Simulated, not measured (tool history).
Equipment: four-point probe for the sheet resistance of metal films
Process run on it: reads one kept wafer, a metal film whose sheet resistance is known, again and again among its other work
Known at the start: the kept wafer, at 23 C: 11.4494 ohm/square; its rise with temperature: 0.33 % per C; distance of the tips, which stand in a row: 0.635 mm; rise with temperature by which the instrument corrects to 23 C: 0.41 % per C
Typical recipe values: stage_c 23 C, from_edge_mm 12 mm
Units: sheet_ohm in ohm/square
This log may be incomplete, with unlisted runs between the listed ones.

{"run": 1, "hour": 0.0, "stage_c": 23, "from_edge_mm": 12, "sheet_ohm": 11.46735}
{"run": 2, "hour": 60.4, "stage_c": 23, "from_edge_mm": 12, "sheet_ohm": 11.465896}
{"run": 3, "hour": 90.0, "stage_c": 23, "from_edge_mm": 12, "sheet_ohm": 11.470152}
{"run": 4, "hour": 137.1, "stage_c": 19, "from_edge_mm": 12, "sheet_ohm": 11.503882}
{"run": 5, "hour": 175.6, "stage_c": 23, "from_edge_mm": 12, "sheet_ohm": 11.467193}
{"run": 6, "hour": 225.5, "stage_c": 23, "from_edge_mm": 12, "sheet_ohm": 11.46665}
{"run": 7, "hour": 290.0, "stage_c": 23, "from_edge_mm": 12, "sheet_ohm": 11.467283}
{"run": 8, "hour": 337.2, "stage_c": 21, "from_edge_mm": 12, "sheet_ohm": 11.486544}
{"run": 9, "hour": 366.1, "stage_c": 23, "from_edge_mm": 56, "sheet_ohm": 11.452412}
{"run": 10, "hour": 406.8, "stage_c": 21, "from_edge_mm": 12, "sheet_ohm": 11.48564}
{"run": 11, "hour": 464.9, "stage_c": 21, "from_edge_mm": 12, "sheet_ohm": 11.486672}
{"run": 12, "hour": 512.1, "stage_c": 23, "from_edge_mm": 12, "sheet_ohm": 11.469471}
{"run": 13, "hour": 578.1, "stage_c": 23, "from_edge_mm": 8, "sheet_ohm": 11.487548}
{"run": 14, "hour": 636.9, "stage_c": 22, "from_edge_mm": 9, "sheet_ohm": 11.491802}
{"run": 15, "hour": 693.8, "stage_c": 23, "from_edge_mm": 22, "sheet_ohm": 11.458691}
{"run": 16, "hour": 749.3, "stage_c": 27, "from_edge_mm": 72, "sheet_ohm": 11.414905}
{"run": 17, "hour": 816.8, "stage_c": 18, "from_edge_mm": 20, "sheet_ohm": 11.50606}
{"run": 18, "hour": 861.1, "stage_c": 23, "from_edge_mm": 12, "sheet_ohm": 11.464282}
{"hour": 876.7, "done": "new probe head fitted"}
{"run": 19, "hour": 927.5, "stage_c": 23, "from_edge_mm": 4, "sheet_ohm": 11.600514}
{"run": 20, "hour": 984.7, "stage_c": 19, "from_edge_mm": 8, "sheet_ohm": 11.523071}
{"run": 21, "hour": 1018.5, "stage_c": 23, "from_edge_mm": 59, "sheet_ohm": 11.452253}
{"run": 22, "hour": 1086.3, "stage_c": 28, "from_edge_mm": 5, "sheet_ohm": 11.50154}
{"run": 23, "hour": 1116.3, "stage_c": 33, "from_edge_mm": 8, "sheet_ohm": 11.396039}
{"run": 24, "hour": 1152.2, "stage_c": 23, "from_edge_mm": 15, "sheet_ohm": 11.465455}
{"run": 25, "hour": 1194.6, "stage_c": 21, "from_edge_mm": 5, "sheet_ohm": 11.565609}

Predict the results of run 26:
{"run": 26, "hour": 1238.2, "stage_c": 23, "from_edge_mm": 37, "sheet_ohm": "?"}

{"run 26": {"sheet_ohm": 11.451443}}
With no hidden state in the tool, this same run would have given sheet_ohm 11.451553 ohm/square.

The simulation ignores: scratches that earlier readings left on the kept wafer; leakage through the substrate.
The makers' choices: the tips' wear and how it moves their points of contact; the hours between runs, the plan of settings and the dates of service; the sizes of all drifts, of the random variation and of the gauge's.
